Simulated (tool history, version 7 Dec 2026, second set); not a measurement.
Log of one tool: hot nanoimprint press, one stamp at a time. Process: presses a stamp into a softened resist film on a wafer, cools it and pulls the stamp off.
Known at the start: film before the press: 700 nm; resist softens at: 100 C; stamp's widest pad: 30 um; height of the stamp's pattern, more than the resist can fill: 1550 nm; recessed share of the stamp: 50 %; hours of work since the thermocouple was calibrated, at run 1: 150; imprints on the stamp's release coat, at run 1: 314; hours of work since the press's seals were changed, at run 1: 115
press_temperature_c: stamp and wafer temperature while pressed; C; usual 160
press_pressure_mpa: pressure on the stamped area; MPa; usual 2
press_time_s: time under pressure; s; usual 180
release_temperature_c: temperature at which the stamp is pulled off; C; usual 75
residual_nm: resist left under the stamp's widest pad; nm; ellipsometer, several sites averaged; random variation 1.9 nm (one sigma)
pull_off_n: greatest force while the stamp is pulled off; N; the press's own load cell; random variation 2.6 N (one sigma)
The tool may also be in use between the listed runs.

run   hour  press_temperature_c  press_pressure_mpa  press_time_s  release_temperature_c  hours of work since the thermocouple was calibrated  imprints on the stamp's release coat  hours of work since the press's seals were changed  residual_nm  pull_off_n
  1      0                  160                   2           180                     75                                                  150                                   314                                                 115        314.5         125
  2   29.4                  160                   2           180                     75                                                  163                                   382                                                 128        318.2         125
  3     73                  160                   2           180                     75                                                  183                                   483                                                 148        315.1         135
  4  107.4                  160                   2           180                     75                                                  198                                   563                                                 163          315         129
  5  149.6                  160                   2           203                     75                                                  217                                   661                                                 182          304         127
  6  178.6                  152                   2           180                     75                                                  230                                   728                                                 195        447.9         133
  7    214                  152                   2           180                     75                                                  245                                   810                                                 211        448.7         133
  8    239                  152                   2           180                     75                                                  257                                   868                                                 222        449.8         136
  9    295                  152                   2           180                     75                                                  282                                   998                                                 247        446.2         129
 10  346.6                  160                   2           180                     74                                                  305                                  1118                                                 270        309.9         144
 11  385.9                  160                   2           180                     61                                                  322                                  1209                                                 287        309.4         196
 12    416                  160                   2           177                     61                                                  335                                  1279                                                 301        312.6         197
 13  468.6                  172                   2           177                     61                                                  359                                  1401                                                 324        188.1         196
 14  515.5                  154                 1.6           359                     62                                                  380                                  1510                                                 345        374.5         199
       523  -- plate thermocouple calibrated
 15  563.5                  154                 1.6           359                     62                                                   18                                  1614                                                 365        364.2         197
 16  598.4                  160                   2           146                     73                                                   34                                  1695                                                 381        326.8         149
     613.2  -- plate thermocouple calibrated, once more
 17  628.6                  161                   2           101                     70                                                    7                                  1759                                                 393        370.5         175
 18  672.9                  161                   2           101                     70                                                   27                                  1861                                                 412        370.5         174
 19  731.7                  161                   2           101                     70                                                   53                                  1998                                                 439        365.4         180
 20  783.8                  166                1.35           180                     75                                                   76                                  2119                                                 462        309.4         153
 21  823.9                  166                1.35           180                     75                                                   94                                  2212                                                 480        309.5         157
 22  881.6                  165                2.04           180                     75                                                  120                                  2346                                                 505        252.3         164
 23  924.9                  170                2.47           295                     72                                                  139                                  2446                                                 525        153.7         179
     943.2  -- stamp cleaned and given a new release coat
 24  962.8                  170                2.47           295                     72                                                  153                                    45                                                 539        153.6         129

4 ways to go on from here, each from the tool as it stands after run 24. What would each give?
  A  1014.7                  170                1.91           109                     72                                                  176                                   166                                                 562            ?           ?
  B  1014.7                  152                2.12           295                     62                                                  176                                   166                                                 562            ?           ?
  C  1014.7                  171                   2           180                     75                                                  176                                   166                                                 562            ?           ?
  D  1014.7                  170                1.86           295                     61                                                  176                                   166                                                 562            ?           ?

run  residual_nm  pull_off_n
  A        254.1         129
  B        384.6         166
  C        199.7         123
  D        183.6         174
Without the tool's hidden state the same runs would have given:
run  residual_nm  pull_off_n
  A        254.6         128
  B        387.9         165
  C        199.8         123
  D        184.1         172
